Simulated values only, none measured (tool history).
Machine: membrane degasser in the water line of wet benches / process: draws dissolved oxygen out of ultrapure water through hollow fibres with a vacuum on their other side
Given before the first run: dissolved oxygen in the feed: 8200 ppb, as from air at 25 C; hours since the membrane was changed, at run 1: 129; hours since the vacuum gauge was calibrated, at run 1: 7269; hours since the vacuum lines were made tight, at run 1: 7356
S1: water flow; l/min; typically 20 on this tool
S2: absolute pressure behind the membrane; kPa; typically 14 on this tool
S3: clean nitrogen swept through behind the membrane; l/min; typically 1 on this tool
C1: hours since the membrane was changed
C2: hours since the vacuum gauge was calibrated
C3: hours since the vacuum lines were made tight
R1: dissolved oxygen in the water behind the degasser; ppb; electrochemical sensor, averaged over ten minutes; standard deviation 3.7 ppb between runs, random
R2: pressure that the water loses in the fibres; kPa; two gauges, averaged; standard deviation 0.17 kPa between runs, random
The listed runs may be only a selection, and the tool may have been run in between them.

run    hour  S1    S2    S3    C1    C2    C3      R1     R2
  1       0  20    14     1   129  7269  7356   608.4  32.65
  2    46.3  20    14     1   175  7315  7403   601.8  32.81
  3    80.7  20    14     1   210  7350  7437   607.5  32.77
  4   122.8  20   8.9     1   252  7392  7479   396.8  32.91
  5   160.2  20   8.9     1   289  7429  7517   398.4  32.92
  6   225.4  20   8.9     1   355  7494  7582   405.3  32.83
  7   276.9  20   8.9     1   406  7546  7633     405  32.41
  8   313.2  20    14     1   442  7582  7670   603.1   32.6
  9   362.4  20  34.1     1   491  7631  7719    1324  32.56
 10   402.7  20  34.1     1   532  7672  7759  1342.9  32.63
 11   464.5  21    14     1   594  7733  7821   632.9   34.7
 12   505.5  20    14  1.32   635  7774  7862   513.5  32.76
 13     559  20    14  1.32   688  7828  7915   511.8  32.43
 14   621.5  20    14     1   751  7890  7978     615  32.69
 15   686.6  20    14  1.56   816  7956  8043     467  32.89
 16     745  20    14     1   874  8014  8101   614.8  32.72
 17   799.4  19  11.8  2.87   929  8068  8156   281.7  31.16
 18   848.9  19  26.5  0.46   978  8118  8205  1710.9  31.03
 19   880.6  19  26.5  0.44  1010  8149  8237  1792.2  31.36
 20   941.5  12  11.4   1.5  1071  8210  8298   234.5  19.75
      970.1  -- seals of the vacuum lines changed
 21   991.8  12  11.4   1.5  1119  8259    22   229.5   19.8
 22  1057.3  14  26.3  2.46  1184  8324    87   399.7  23.23
 23  1103.3  28   9.8  2.82  1230  8370   133   380.2  46.17
 24  1133.9  23  22.5  0.83  1261  8401   164  1170.9  37.79
     1138.3  -- vacuum gauge calibrated
 25    1180  23  22.5  0.83  1307    42   209    1160  37.56
 26  1219.9  23  22.5  0.83  1346    82   249  1152.8  37.75
 27  1274.8  14  13.4  0.51  1401   136   304     657  23.29
 28  1330.4  24    24  1.12  1457   192   360  1054.3  39.53
 29  1368.2  17  10.7  1.19  1495   230   398   361.2  28.32
 30  1407.3  17  10.5  2.88  1534   269   437   222.9  28.02
 31  1466.7  20  25.2     1  1593   328   496  1014.6  32.96

Forecast each of these 5 alternatives for the next run:
  A  1524.6  12  32.4  0.62  1651  386  554   ?   ?
  B  1524.6  24  25.2  1.02  1651  386  554   ?   ?
  C  1524.6  15    14   1.1  1651  386  554   ?   ?
  D  1524.6  15  34.5     1  1651  386  554   ?   ?
  E  1524.6  15  13.9  1.01  1651  386  554   ?   ?

run      R1     R2
  A  1166.4   19.7
  B  1159.7  39.59
  C   428.6  24.55
  D  1042.4  24.79
  E   451.6  24.64
Without the tool's hidden state the same runs would have given:
run      R1     R2
  A  1157.7  19.46
  B  1149.3  39.11
  C   420.9  24.26
  D  1033.7  24.49
  E   443.8  24.35
